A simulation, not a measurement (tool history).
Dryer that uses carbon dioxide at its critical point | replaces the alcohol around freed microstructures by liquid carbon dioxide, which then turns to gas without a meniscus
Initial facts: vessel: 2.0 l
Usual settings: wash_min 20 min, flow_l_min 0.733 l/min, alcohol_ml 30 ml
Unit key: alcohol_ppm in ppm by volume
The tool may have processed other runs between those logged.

{"run": 1, "hour": 0.0, "wash_min": 20, "flow_l_min": 0.733, "alcohol_ml": 30, "alcohol_ppm": 67}
{"run": 2, "hour": 11.5, "wash_min": 20, "flow_l_min": 0.733, "alcohol_ml": 30, "alcohol_ppm": 58}
{"run": 3, "hour": 17.7, "wash_min": 20, "flow_l_min": 0.733, "alcohol_ml": 30, "alcohol_ppm": 73}
{"run": 4, "hour": 26.4, "wash_min": 20, "flow_l_min": 0.733, "alcohol_ml": 30, "alcohol_ppm": 65}
{"hour": 29.6, "done": "inlet filter changed"}
{"run": 5, "hour": 33.9, "wash_min": 20, "flow_l_min": 0.733, "alcohol_ml": 83, "alcohol_ppm": 90}
{"run": 6, "hour": 40.0, "wash_min": 20, "flow_l_min": 0.733, "alcohol_ml": 24, "alcohol_ppm": 60}
{"run": 7, "hour": 47.9, "wash_min": 20, "flow_l_min": 0.733, "alcohol_ml": 24, "alcohol_ppm": 62}
{"run": 8, "hour": 53.3, "wash_min": 20, "flow_l_min": 0.733, "alcohol_ml": 24, "alcohol_ppm": 60}
{"run": 9, "hour": 62.2, "wash_min": 20, "flow_l_min": 0.733, "alcohol_ml": 24, "alcohol_ppm": 65}
{"run": 10, "hour": 69.8, "wash_min": 20, "flow_l_min": 0.733, "alcohol_ml": 30, "alcohol_ppm": 67}
{"run": 11, "hour": 82.3, "wash_min": 20, "flow_l_min": 0.733, "alcohol_ml": 30, "alcohol_ppm": 81}
{"run": 12, "hour": 92.1, "wash_min": 20, "flow_l_min": 0.733, "alcohol_ml": 98, "alcohol_ppm": 141}
{"run": 13, "hour": 103.5, "wash_min": 20, "flow_l_min": 0.733, "alcohol_ml": 98, "alcohol_ppm": 144}
{"run": 14, "hour": 112.2, "wash_min": 20, "flow_l_min": 0.733, "alcohol_ml": 98, "alcohol_ppm": 141}
{"run": 15, "hour": 122.7, "wash_min": 20, "flow_l_min": 0.525, "alcohol_ml": 30, "alcohol_ppm": 207}
{"run": 16, "hour": 133.4, "wash_min": 20, "flow_l_min": 0.733, "alcohol_ml": 76, "alcohol_ppm": 132}
{"run": 17, "hour": 142.0, "wash_min": 20, "flow_l_min": 0.454, "alcohol_ml": 76, "alcohol_ppm": 777}
{"run": 18, "hour": 154.1, "wash_min": 18, "flow_l_min": 0.468, "alcohol_ml": 76, "alcohol_ppm": 1003}
{"run": 19, "hour": 163.4, "wash_min": 16, "flow_l_min": 0.734, "alcohol_ml": 63, "alcohol_ppm": 298}
{"run": 20, "hour": 174.3, "wash_min": 16, "flow_l_min": 0.809, "alcohol_ml": 63, "alcohol_ppm": 214}
{"run": 21, "hour": 180.9, "wash_min": 20, "flow_l_min": 0.93, "alcohol_ml": 92, "alcohol_ppm": 99}
{"run": 22, "hour": 186.6, "wash_min": 20, "flow_l_min": 0.93, "alcohol_ml": 92, "alcohol_ppm": 108}
{"run": 23, "hour": 196.2, "wash_min": 20, "flow_l_min": 0.568, "alcohol_ml": 30, "alcohol_ppm": 199}
{"run": 24, "hour": 207.6, "wash_min": 13, "flow_l_min": 0.568, "alcohol_ml": 33, "alcohol_ppm": 824}
{"run": 25, "hour": 213.6, "wash_min": 20, "flow_l_min": 0.733, "alcohol_ml": 30, "alcohol_ppm": 125}
{"run": 26, "hour": 223.6, "wash_min": 20, "flow_l_min": 0.733, "alcohol_ml": 30, "alcohol_ppm": 132}
{"run": 27, "hour": 229.7, "wash_min": 22, "flow_l_min": 0.704, "alcohol_ml": 55, "alcohol_ppm": 139}

4 options for the next run, each taken on its own from the tool as it stands now. Forecast them:
{"run": "A", "hour": 236.3, "wash_min": 15, "flow_l_min": 0.81, "alcohol_ml": 44, "alcohol_ppm": "?"}
{"run": "B", "hour": 236.3, "wash_min": 20, "flow_l_min": 0.733, "alcohol_ml": 25, "alcohol_ppm": "?"}
{"run": "C", "hour": 236.3, "wash_min": 14, "flow_l_min": 0.916, "alcohol_ml": 55, "alcohol_ppm": "?"}
{"run": "D", "hour": 236.3, "wash_min": 22, "flow_l_min": 0.704, "alcohol_ml": 45, "alcohol_ppm": "?"}

run=A alcohol_ppm=251
run=B alcohol_ppm=125
run=C alcohol_ppm=243
run=D alcohol_ppm=138
The same runs, with their run-to-run variation unchanged, on a tool lacking any hidden condition would have given:
run=A alcohol_ppm=90
run=B alcohol_ppm=18
run=C alcohol_ppm=83
run=D alcohol_ppm=27

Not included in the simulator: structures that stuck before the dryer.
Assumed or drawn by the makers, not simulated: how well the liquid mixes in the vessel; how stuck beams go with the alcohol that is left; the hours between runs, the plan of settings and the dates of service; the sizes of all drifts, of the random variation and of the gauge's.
